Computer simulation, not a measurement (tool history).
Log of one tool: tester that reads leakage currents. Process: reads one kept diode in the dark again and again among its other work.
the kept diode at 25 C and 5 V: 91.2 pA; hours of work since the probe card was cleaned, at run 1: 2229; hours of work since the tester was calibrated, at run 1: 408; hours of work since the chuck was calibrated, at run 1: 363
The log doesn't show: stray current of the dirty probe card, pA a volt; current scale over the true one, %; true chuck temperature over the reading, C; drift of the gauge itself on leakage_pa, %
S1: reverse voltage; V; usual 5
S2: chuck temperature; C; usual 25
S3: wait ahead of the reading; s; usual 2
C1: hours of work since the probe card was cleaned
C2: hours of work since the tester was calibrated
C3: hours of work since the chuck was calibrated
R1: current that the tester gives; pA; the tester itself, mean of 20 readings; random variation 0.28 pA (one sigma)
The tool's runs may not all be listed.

Run 1, hour 0: usual settings; C1 2229; C2 408; C3 363. Result: R1 87.16 pA.
Run 2, hour 31.1: usual settings but S3 1.54 s; C1 2243; C2 421; C3 377. Result: R1 86.92 pA.
Run 3, hour 67.6: usual settings but S3 1.54 s; C1 2258; C2 437; C3 393. Result: R1 87.5 pA.
Run 4, hour 101.4: usual settings; C1 2273; C2 451; C3 407. Result: R1 87.17 pA.
Run 5, hour 178: usual settings but S2 29 C; C1 2306; C2 484; C3 440. Result: R1 124.48 pA.
Run 6, hour 224.8: usual settings but S2 29 C; C1 2326; C2 504; C3 460. Result: R1 123.97 pA.
Run 7, hour 297.9: usual settings but S2 29 C; C1 2358; C2 536; C3 492. Result: R1 123.07 pA.
Run 8, hour 355.2: usual settings but S2 29 C; C1 2382; C2 561; C3 516. Result: R1 122.59 pA.
Run 9, hour 421.5: usual settings but S2 29 C; C1 2411; C2 589; C3 545. Result: R1 122.66 pA.
Run 10, hour 484.5: usual settings but S3 0.42 s; C1 2438; C2 616; C3 572. Result: R1 86.23 pA.
Run 11, hour 553: usual settings but S3 0.42 s; C1 2467; C2 646; C3 602. Result: R1 86.38 pA.
Run 12, hour 605.2: usual settings but S1 12.5 V, S2 26 C; C1 2490; C2 668; C3 624. Result: R1 152.25 pA.
Run 13, hour 648.9: usual settings but S1 12.5 V, S2 26 C; C1 2509; C2 687; C3 643. Result: R1 152.35 pA.
Run 14, hour 702.4: usual settings but S1 1.31 V, S2 42 C, S3 3.02 s; C1 2532; C2 710; C3 666. Result: R1 177.24 pA.
Run 15, hour 777.5: usual settings but S1 1.31 V, S2 42 C, S3 3.02 s; C1 2564; C2 742; C3 698. Result: R1 176.34 pA.
Run 16, hour 828.9: usual settings but S2 27 C, S3 0.54 s; C1 2586; C2 764; C3 720. Result: R1 100.85 pA.

Run 17 comes next. What will it give?
Run 17, hour 896.9: usual settings but S2 38 C, S3 6.51 s; C1 2615; C2 794; C3 750. Result: R1 ?.

Run 17 gave R1 257.11 pA.
Without the tool's hidden state the same run would have given R1 284.1 pA.
